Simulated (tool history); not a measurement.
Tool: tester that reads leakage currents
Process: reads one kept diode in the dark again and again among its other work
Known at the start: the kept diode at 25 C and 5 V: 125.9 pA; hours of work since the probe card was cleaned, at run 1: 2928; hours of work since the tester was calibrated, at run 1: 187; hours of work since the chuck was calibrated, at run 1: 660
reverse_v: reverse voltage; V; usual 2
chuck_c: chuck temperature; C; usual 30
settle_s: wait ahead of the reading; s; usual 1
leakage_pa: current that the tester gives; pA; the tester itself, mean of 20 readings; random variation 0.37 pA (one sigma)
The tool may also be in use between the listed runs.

| run | hour | reverse_v | chuck_c | settle_s | hours of work since the probe card was cleaned | hours of work since the tester was calibrated | hours of work since the chuck was calibrated | leakage_pa |
|---|---|---|---|---|---|---|---|---|
| 1 | 0 | 2 | 30 | 1 | 2928 | 187 | 660 | 121.78 |
| 2 | 18.2 | 2 | 34 | 1 | 2936 | 195 | 669 | 168.44 |
| 3 | 57.3 | 2 | 30 | 1 | 2954 | 213 | 687 | 120.59 |
| 4 | 89.4 | 2 | 30 | 1 | 2969 | 227 | 701 | 122.15 |
| 5 | 127.1 | 2 | 30 | 1 | 2986 | 245 | 719 | 121.45 |
| 6 | 148.2 | 2 | 30 | 1 | 2996 | 254 | 728 | 121.72 |
| 7 | 188.7 | 2 | 30 | 1.51 | 3014 | 273 | 747 | 121.28 |
| 8 | 222.4 | 7.02 | 42 | 0.37 | 3029 | 288 | 762 | 601.89 |
|  | 248.9 | probe card cleaned and baked |
| 9 | 257.2 | 7.02 | 60 | 0.37 | 4 | 303 | 777 | 2186.62 |
| 10 | 286.8 | 7.02 | 60 | 0.37 | 17 | 316 | 790 | 2195.96 |

The next listed run, before its measurement:
| 11 | 322.5 | 15.23 | 28 | 0.37 | 34 | 333 | 806 | ? |

{"run 11": {"leakage_pa": 299.06}}
Without the tool's hidden state the same run would have given leakage_pa 299.21 pA.
